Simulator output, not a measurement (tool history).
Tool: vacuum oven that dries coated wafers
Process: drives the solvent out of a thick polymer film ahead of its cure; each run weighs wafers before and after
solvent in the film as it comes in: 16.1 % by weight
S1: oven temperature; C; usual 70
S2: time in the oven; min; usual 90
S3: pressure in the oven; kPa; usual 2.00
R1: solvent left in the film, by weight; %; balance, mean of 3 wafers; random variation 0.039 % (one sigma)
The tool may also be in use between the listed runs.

run 1 hour=0.0 | S1=70 S2=90 S3=2.00 | R1=3.00
run 2 hour=23.6 | S1=70 S2=90 S3=5.26 | R1=3.84
run 3 hour=50.7 | S1=57 S2=90 S3=2.00 | R1=7.74
run 4 hour=71.4 | S1=57 S2=90 S3=2.00 | R1=7.57
run 5 hour=83.7 | S1=70 S2=90 S3=2.59 | R1=3.22
run 6 hour=105.6 | S1=70 S2=90 S3=2.00 | R1=3.01
run 7 hour=124.6 | S1=60 S2=90 S3=2.00 | R1=6.51
run 8 hour=148.4 | S1=60 S2=90 S3=2.00 | R1=6.53
run 9 hour=161.6 | S1=60 S2=90 S3=2.00 | R1=6.53
run 10 hour=187.0 | S1=60 S2=90 S3=2.00 | R1=6.48
run 11 hour=209.3 | S1=60 S2=90 S3=2.00 | R1=6.49
run 12 hour=227.7 | S1=60 S2=90 S3=2.00 | R1=6.49
run 13 hour=254.2 | S1=80 S2=90 S3=2.00 | R1=0.81
run 14 hour=267.3 | S1=57 S2=90 S3=2.00 | R1=7.56
run 15 hour=293.6 | S1=57 S2=90 S3=2.00 | R1=7.55
run 16 hour=311.8 | S1=57 S2=90 S3=2.00 | R1=7.40
run 17 hour=335.4 | S1=57 S2=90 S3=2.00 | R1=7.44
run 18 hour=359.6 | S1=57 S2=90 S3=2.00 | R1=7.51
run 19 hour=379.1 | S1=70 S2=90 S3=1.99 | R1=2.90
-- hour=394.1 oven's thermocouples calibrated
run 20 hour=403.8 | S1=70 S2=90 S3=2.00 | R1=3.33
run 21 hour=431.5 | S1=70 S2=90 S3=2.00 | R1=3.29
run 22 hour=448.5 | S1=70 S2=90 S3=2.00 | R1=3.26
run 23 hour=474.4 | S1=70 S2=90 S3=2.00 | R1=3.29
run 24 hour=502.8 | S1=70 S2=82 S3=2.00 | R1=3.61
run 25 hour=531.5 | S1=70 S2=82 S3=5.13 | R1=4.50
run 26 hour=548.8 | S1=67 S2=67 S3=5.13 | R1=6.43
run 27 hour=574.1 | S1=67 S2=67 S3=5.13 | R1=6.31
run 28 hour=594.4 | S1=67 S2=67 S3=5.13 | R1=6.38
run 29 hour=614.0 | S1=81 S2=90 S3=1.36 | R1=0.74
run 30 hour=633.1 | S1=76 S2=90 S3=6.98 | R1=2.83
run 31 hour=645.7 | S1=68 S2=90 S3=6.98 | R1=5.26
run 32 hour=673.5 | S1=68 S2=160 S3=1.25 | R1=1.54
run 33 hour=699.7 | S1=68 S2=160 S3=1.25 | R1=1.62
run 34 hour=716.7 | S1=68 S2=160 S3=1.25 | R1=1.56
run 35 hour=731.5 | S1=70 S2=61 S3=2.00 | R1=4.90
run 36 hour=751.3 | S1=70 S2=107 S3=1.22 | R1=2.28
run 37 hour=776.9 | S1=70 S2=107 S3=1.22 | R1=2.38
run 38 hour=793.8 | S1=70 S2=107 S3=1.22 | R1=2.33
run 39 hour=819.0 | S1=73 S2=149 S3=6.96 | R1=2.41
run 40 hour=844.7 | S1=58 S2=62 S3=2.20 | R1=8.86
run 41 hour=860.5 | S1=69 S2=62 S3=1.04 | R1=4.86
run 42 hour=875.4 | S1=59 S2=77 S3=3.56 | R1=8.18
run 43 hour=903.1 | S1=59 S2=77 S3=3.56 | R1=8.09
run 44 hour=926.2 | S1=59 S2=77 S3=3.56 | R1=8.04
run 45 hour=945.8 | S1=78 S2=133 S3=7.28 | R1=1.88
run 46 hour=969.9 | S1=78 S2=133 S3=7.28 | R1=1.85
run 47 hour=983.7 | S1=78 S2=133 S3=7.28 | R1=1.88

Some steps in R1 between neighbouring runs. How much of each would the tool show without its hidden state too (settings, what came in, random variation), and how much is left for the hidden state, with any gauge scatter that isn't in both results?
The hidden state here: true wafer temperature over the reading, C; true pressure over the reading, kPa; drift of the gauge itself on solvent_pct, %.
Run 12 -> 13: S1 60 -> 80. R1 -5.68 %: hidden state +0.33, all else -6.01.
Run 13 -> 14: S1 80 -> 57. R1 +6.75 %: hidden state -0.33, all else +7.08.
Run 19 -> 20: S3 1.99 -> 2.00, oven's thermocouples calibrated. R1 +0.43 %: hidden state +0.44, all else -0.01.
Run 39 -> 40: S1 73 -> 58, S2 149 -> 62, S3 6.96 -> 2.20. R1 +6.45 %: hidden state -0.11, all else +6.56.
Run 44 -> 45: S1 59 -> 78, S2 77 -> 133, S3 3.56 -> 7.28. R1 -6.16 %: hidden state +0.20, all else -6.36.
